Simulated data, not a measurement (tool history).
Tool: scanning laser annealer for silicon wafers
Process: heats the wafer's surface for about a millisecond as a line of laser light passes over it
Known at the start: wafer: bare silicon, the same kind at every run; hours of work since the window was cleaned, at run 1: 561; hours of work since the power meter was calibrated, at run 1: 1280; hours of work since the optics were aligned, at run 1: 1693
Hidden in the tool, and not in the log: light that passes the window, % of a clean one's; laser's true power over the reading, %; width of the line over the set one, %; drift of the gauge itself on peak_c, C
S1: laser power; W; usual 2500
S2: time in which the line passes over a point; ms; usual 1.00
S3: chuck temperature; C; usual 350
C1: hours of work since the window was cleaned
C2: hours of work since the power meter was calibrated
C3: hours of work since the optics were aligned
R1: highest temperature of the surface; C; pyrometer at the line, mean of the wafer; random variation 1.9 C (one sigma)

{"run": 1, "hour": 0.0, "S1": 2500, "S2": 1.0, "S3": 350, "C1": 561, "C2": 1280, "C3": 1693, "R1": 1102}
{"run": 2, "hour": 46.5, "S1": 2500, "S2": 1.23, "S3": 350, "C1": 590, "C2": 1308, "C3": 1722, "R1": 1175}
{"run": 3, "hour": 74.8, "S1": 2500, "S2": 1.01, "S3": 350, "C1": 607, "C2": 1326, "C3": 1739, "R1": 1106}
{"run": 4, "hour": 98.9, "S1": 2500, "S2": 1.01, "S3": 350, "C1": 622, "C2": 1341, "C3": 1754, "R1": 1103}
{"run": 5, "hour": 130.8, "S1": 2500, "S2": 0.83, "S3": 350, "C1": 641, "C2": 1360, "C3": 1774, "R1": 1039}
{"run": 6, "hour": 169.5, "S1": 2500, "S2": 0.97, "S3": 350, "C1": 665, "C2": 1384, "C3": 1797, "R1": 1085}
{"run": 7, "hour": 209.0, "S1": 2500, "S2": 0.97, "S3": 350, "C1": 689, "C2": 1408, "C3": 1822, "R1": 1085}
{"run": 8, "hour": 258.4, "S1": 2500, "S2": 0.97, "S3": 379, "C1": 720, "C2": 1439, "C3": 1852, "R1": 1111}
{"hour": 269.3, "done": "optics aligned, line set to its width"}
{"run": 9, "hour": 303.8, "S1": 2500, "S2": 1.0, "S3": 350, "C1": 745, "C2": 1463, "C3": 21, "R1": 1107}
{"run": 10, "hour": 344.0, "S1": 2500, "S2": 1.0, "S3": 350, "C1": 769, "C2": 1488, "C3": 46, "R1": 1103}
{"run": 11, "hour": 380.6, "S1": 2500, "S2": 1.0, "S3": 350, "C1": 792, "C2": 1510, "C3": 68, "R1": 1106}
{"hour": 385.3, "done": "window over the wafer cleaned"}
{"run": 12, "hour": 426.0, "S1": 2500, "S2": 1.0, "S3": 350, "C1": 25, "C2": 1537, "C3": 95, "R1": 1150}
{"run": 13, "hour": 454.4, "S1": 2500, "S2": 1.0, "S3": 350, "C1": 42, "C2": 1555, "C3": 112, "R1": 1151}
{"run": 14, "hour": 482.8, "S1": 2500, "S2": 1.0, "S3": 350, "C1": 60, "C2": 1572, "C3": 130, "R1": 1144}
{"run": 15, "hour": 516.5, "S1": 2527, "S2": 1.0, "S3": 350, "C1": 81, "C2": 1593, "C3": 151, "R1": 1158}
{"run": 16, "hour": 564.5, "S1": 2527, "S2": 1.0, "S3": 350, "C1": 110, "C2": 1622, "C3": 180, "R1": 1153}
{"run": 17, "hour": 604.9, "S1": 2500, "S2": 0.78, "S3": 350, "C1": 135, "C2": 1647, "C3": 205, "R1": 1057}
{"run": 18, "hour": 642.0, "S1": 2500, "S2": 0.78, "S3": 350, "C1": 158, "C2": 1670, "C3": 228, "R1": 1059}
{"run": 19, "hour": 676.3, "S1": 2472, "S2": 1.1, "S3": 350, "C1": 179, "C2": 1691, "C3": 249, "R1": 1166}

Run 20 comes next. What will it give?
{"run": 20, "hour": 717.3, "S1": 2126, "S2": 0.85, "S3": 310, "C1": 204, "C2": 1716, "C3": 274, "R1": "?"}

R1: 930 C
Without the tool's hidden state the same run would have given R1 938 C.
